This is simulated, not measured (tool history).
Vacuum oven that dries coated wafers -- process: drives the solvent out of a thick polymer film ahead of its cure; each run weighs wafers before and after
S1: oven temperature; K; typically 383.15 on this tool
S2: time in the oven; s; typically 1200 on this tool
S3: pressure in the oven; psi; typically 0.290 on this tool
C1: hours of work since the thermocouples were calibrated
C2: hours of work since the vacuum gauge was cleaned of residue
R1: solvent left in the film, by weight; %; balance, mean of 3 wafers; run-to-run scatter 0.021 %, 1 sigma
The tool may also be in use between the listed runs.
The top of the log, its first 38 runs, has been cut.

run      day      S1    S2     S3    C1    C2    R1
 39   96.062  383.15  1080  0.183   959  1454  2.27
 40   97.738  383.15  1080  0.183   975  1470  2.24
 41  100.517  383.15  1080  0.183  1002  1497  2.21
 42  102.212  383.15  1200  0.962  1019  1514  4.57
 43  104.146  383.15  1200  0.962  1038  1533  4.59
 44  105.800  386.15  1200  0.844  1054  1549  3.60
 45  107.458  373.15  1560  0.268  1070  1565  3.03
 46  109.079  373.15  1560  0.268  1086  1581  3.08
 47  110.558  375.15  1800  0.290  1100  1595  2.39

3 ways to go on from here, each from the tool as it stands after run 47. What would each give?
  A  112.662  383.15   600  0.290  1121  1616   ?
  B  112.662  379.15  1020  0.245  1121  1616   ?
  C  112.662  368.15  1200  0.290  1121  1616   ?

run    R1
  A  5.51
  B  3.44
  C  5.64
Stripped of hidden state, with their random variation kept, the same runs would have yielded:
run    R1
  A  5.70
  B  3.52
  C  5.74

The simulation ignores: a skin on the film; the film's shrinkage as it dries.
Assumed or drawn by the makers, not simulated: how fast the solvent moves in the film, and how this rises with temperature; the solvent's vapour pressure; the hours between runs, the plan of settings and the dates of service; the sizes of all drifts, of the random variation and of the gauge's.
